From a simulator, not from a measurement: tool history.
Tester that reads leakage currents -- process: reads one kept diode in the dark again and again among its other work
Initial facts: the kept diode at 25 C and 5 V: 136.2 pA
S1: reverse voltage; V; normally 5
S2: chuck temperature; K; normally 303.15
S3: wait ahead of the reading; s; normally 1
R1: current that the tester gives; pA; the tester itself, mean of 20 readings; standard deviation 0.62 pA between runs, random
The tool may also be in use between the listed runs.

run	hour	S1	S2	S3	R1
1	0	5	303.15	1	190.87
2	212.8	3.37	303.15	1	157.74
3	429.7	5	296.15	1	106.98
4	632.6	5	296.15	1	106.72
5	861.5	5	296.15	1	105.52
# hour 999.6: chuck's temperature calibrated
6	1106.8	5	303.15	1	175.55
7	1366.8	5	303.15	1	172.83
8	1625.8	5	303.15	1	171
9	1820.3	5	303.15	1	170.31
# hour 1989.2: chuck's temperature calibrated, once more
10	2111.4	5	313.15	1	428.71
11	2377.4	5	313.15	1	426.22
12	2519.8	5	330.15	1	1401.31
13	2801.2	5	296.15	4.79	111.68
14	2927.6	5	303.15	5.05	194.02
15	3188.3	5.65	303.15	0.92	205.04
16	3318.3	16.11	319.15	1	1120.19
17	3601.3	16.11	319.15	1	1104.39
18	3890.3	16.11	319.15	1	1098.23
19	4139.7	16.11	319.15	1	1085.95
# hour 4265.5: tester calibrated
20	4345	2.67	327.15	2.33	811.2
# hour 4418.2: chuck's temperature calibrated
21	4624.4	1.2	320.15	9.72	369.21

Below are 4 alternative next runs, each starting from the tool's condition after run 21. Predict each:
A	4810.2	5	315.15	1	?
B	4810.2	5	293.15	0.36	?
C	4810.2	1.01	303.15	1	?
D	4810.2	7.93	307.15	1	?

run	R1
A	510.26
B	96.51
C	95.19
D	352.17
With the hidden condition removed and each run's random variation left untouched, the same runs would have given:
run	R1
A	511.8
B	92.72
C	95.47
D	348.79
